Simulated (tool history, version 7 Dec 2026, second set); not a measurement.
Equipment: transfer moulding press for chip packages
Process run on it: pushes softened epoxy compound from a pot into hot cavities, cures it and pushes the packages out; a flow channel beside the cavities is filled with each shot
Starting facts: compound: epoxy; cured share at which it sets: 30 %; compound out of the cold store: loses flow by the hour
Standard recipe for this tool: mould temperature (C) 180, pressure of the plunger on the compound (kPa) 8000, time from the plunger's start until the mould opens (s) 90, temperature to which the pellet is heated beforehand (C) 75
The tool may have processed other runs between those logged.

run	hour	mould temperature (C)	pressure of the plunger on the compound (kPa)	time from the plunger's start until the mould opens (s)	temperature to which the pellet is heated beforehand (C)	incoming compound's hours out of the cold store	length that the compound runs in the flow channel (mm)	greatest force on the pins that push the packages out (N)
1	0	180	8000	90	75	39.4	699	957
# hour 30.8: cavities cleaned with cleaning compound and waxed
2	81	180	8000	90	75	32.9	714	1310
# hour 111.1: cavities cleaned with cleaning compound and waxed
3	158.4	180	8000	90	75	33.6	693	1026
# hour 194.1: cavities cleaned with cleaning compound and waxed
4	238.5	180	8000	90	75	24.2	713	952
# hour 273.9: cavities cleaned with cleaning compound and waxed
5	303.8	180	6140	90	75	32.3	604	920
# hour 358.5: cavities cleaned with cleaning compound and waxed, once more
6	363.3	180	6140	90	75	16.8	622	746
# hour 391.1: mould's thermocouples calibrated
7	399.5	180	8000	90	72	27.8	686	980
# hour 442.7: cavities cleaned with cleaning compound and waxed
8	478.6	180	8000	90	72	27.3	688	922
# hour 522.7: cavities cleaned with cleaning compound and waxed
# hour 536.5: plunger's sealing rings changed
9	559.3	178	8000	90	75	19.8	760	1080
# hour 605.7: cavities cleaned with cleaning compound and waxed
10	632.2	178	8000	90	75	16.3	752	1007
# hour 685.6: cavities cleaned with cleaning compound and waxed
11	697.5	184	9240	90	71	21.8	773	608
12	733	184	9240	90	71	34.4	747	755
# hour 768.8: cavities cleaned with cleaning compound and waxed
13	810.2	184	8610	90	72	34.5	711	728

Run 14 comes next. What will it give?
# hour 848.7: cavities cleaned with cleaning compound and waxed
14	848.7	177	8000	84	75	34.6	?	?

length that the compound runs in the flow channel (mm): 712
greatest force on the pins that push the packages out (N): 879
Without the tool's hidden state the same run would have given length that the compound runs in the flow channel (mm) 738, greatest force on the pins that push the packages out (N) 869.

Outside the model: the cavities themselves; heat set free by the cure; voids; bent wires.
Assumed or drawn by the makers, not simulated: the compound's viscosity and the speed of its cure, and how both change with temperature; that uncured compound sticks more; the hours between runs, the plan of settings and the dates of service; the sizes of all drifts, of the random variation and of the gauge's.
